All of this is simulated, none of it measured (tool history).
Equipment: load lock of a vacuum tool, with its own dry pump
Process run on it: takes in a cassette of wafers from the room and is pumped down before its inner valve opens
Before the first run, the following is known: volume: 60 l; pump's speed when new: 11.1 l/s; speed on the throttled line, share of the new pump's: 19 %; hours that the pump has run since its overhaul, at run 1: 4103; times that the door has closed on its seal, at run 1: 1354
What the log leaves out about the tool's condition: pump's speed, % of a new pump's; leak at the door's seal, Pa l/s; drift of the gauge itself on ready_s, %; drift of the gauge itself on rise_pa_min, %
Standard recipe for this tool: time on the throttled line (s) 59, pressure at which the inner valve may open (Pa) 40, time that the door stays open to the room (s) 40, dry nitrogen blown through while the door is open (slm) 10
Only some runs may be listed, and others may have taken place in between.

run    hour  time on the throttled line (s)  pressure at which the inner valve may open (Pa)  time that the door stays open to the room (s)  dry nitrogen blown through while the door is open (slm)  hours that the pump has run since its overhaul  times that the door has closed on its seal  incoming humidity of the room's air, %  time from the closed door until the inner valve may open (s)  rise of the pressure with all valves shut (Pa/min)
  1     0.0                              59                                               40                                             40                                                       10                                            4103                                        1354                                    45.3                                                          92.3                                               0.018
  2   289.9                              59                                               40                                             40                                                       10                                            4393                                        1656                                    43.8                                                          92.0                                               0.013
  3   471.9                              59                                               40                                             40                                                       10                                            4575                                        1845                                    45.3                                                          92.2                                               0.025
  4   725.4                              59                                               40                                             40                                                       10                                            4829                                        2109                                    45.5                                                          92.5                                               0.023
  5   976.7                              59                                               40                                             40                                                       10                                            5080                                        2370                                    43.9                                                          91.9                                               0.026
  6  1263.4                              59                                               40                                             40                                                       10                                            5367                                        2668                                    43.3                                                          92.7                                               0.024
  7  1422.7                              59                                               32                                             40                                                        4                                            5526                                        2834                                    48.2                                                          94.4                                               0.033
  8  1640.7                             105                                               37                                             61                                                       36                                            5744                                        3061                                    44.6                                                         129.7                                               0.020
  9  1914.3                              66                                               74                                            114                                                       10                                            6017                                        3345                                    44.6                                                          94.7                                               0.041

For run 10, what comes out?
 10  2141.3                              64                                               40                                            225                                                       21                                            6244                                        3581                                    43.4                                                             ?                                                   ?

{"run 10": {"time from the closed door until the inner valve may open (s)": 96.7, "rise of the pressure with all valves shut (Pa/min)": 0.042}}
Without the tool's hidden state the same run would have given time from the closed door until the inner valve may open (s) 94.5, rise of the pressure with all valves shut (Pa/min) 0.033.
